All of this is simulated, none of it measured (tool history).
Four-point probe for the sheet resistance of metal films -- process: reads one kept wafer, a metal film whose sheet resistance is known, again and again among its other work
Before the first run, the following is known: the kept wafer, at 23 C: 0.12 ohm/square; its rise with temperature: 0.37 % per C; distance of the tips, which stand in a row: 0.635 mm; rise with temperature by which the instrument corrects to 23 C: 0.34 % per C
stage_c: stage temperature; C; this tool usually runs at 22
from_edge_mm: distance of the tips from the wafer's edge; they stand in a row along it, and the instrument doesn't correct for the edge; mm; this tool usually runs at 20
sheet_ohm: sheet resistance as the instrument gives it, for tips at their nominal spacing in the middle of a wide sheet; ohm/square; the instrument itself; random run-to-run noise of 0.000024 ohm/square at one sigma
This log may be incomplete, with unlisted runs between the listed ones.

run	hour	stage_c	from_edge_mm	sheet_ohm
1	0	22	20	0.12059
2	56.1	33	20	0.121103
3	93.4	33	20	0.121066
4	145.1	33	20	0.121084
5	219.5	22	5	0.121589
6	288.6	22	5	0.121684
7	327.9	27	20	0.120857
8	397.9	18	20	0.120489
9	438.4	33	20	0.121167
10	500.4	32	35	0.121066
11	546.3	23	19	0.120694
# hour 567.6: stage's thermometer calibrated
12	594.2	26	17	0.120478
13	668.4	26	17	0.120519
14	730.7	20	27	0.120172
15	814.4	20	27	0.120233
16	852.8	23	35	0.120337

Consider 5 possible next runs. They are alternatives, not a sequence: every one starts from the tool as it was left by run 16. What does each give?
A	915.1	22	20	?
B	915.1	26	20	?
C	915.1	27	67	?
D	915.1	31	5	?
E	915.1	21	39	?

run	sheet_ohm
A	0.120334
B	0.120467
C	0.120478
D	0.121721
E	0.120251
Stripped of hidden state, with their random variation kept, the same runs would have yielded:
run	sheet_ohm
A	0.120014
B	0.120147
C	0.120157
D	0.121398
E	0.119931

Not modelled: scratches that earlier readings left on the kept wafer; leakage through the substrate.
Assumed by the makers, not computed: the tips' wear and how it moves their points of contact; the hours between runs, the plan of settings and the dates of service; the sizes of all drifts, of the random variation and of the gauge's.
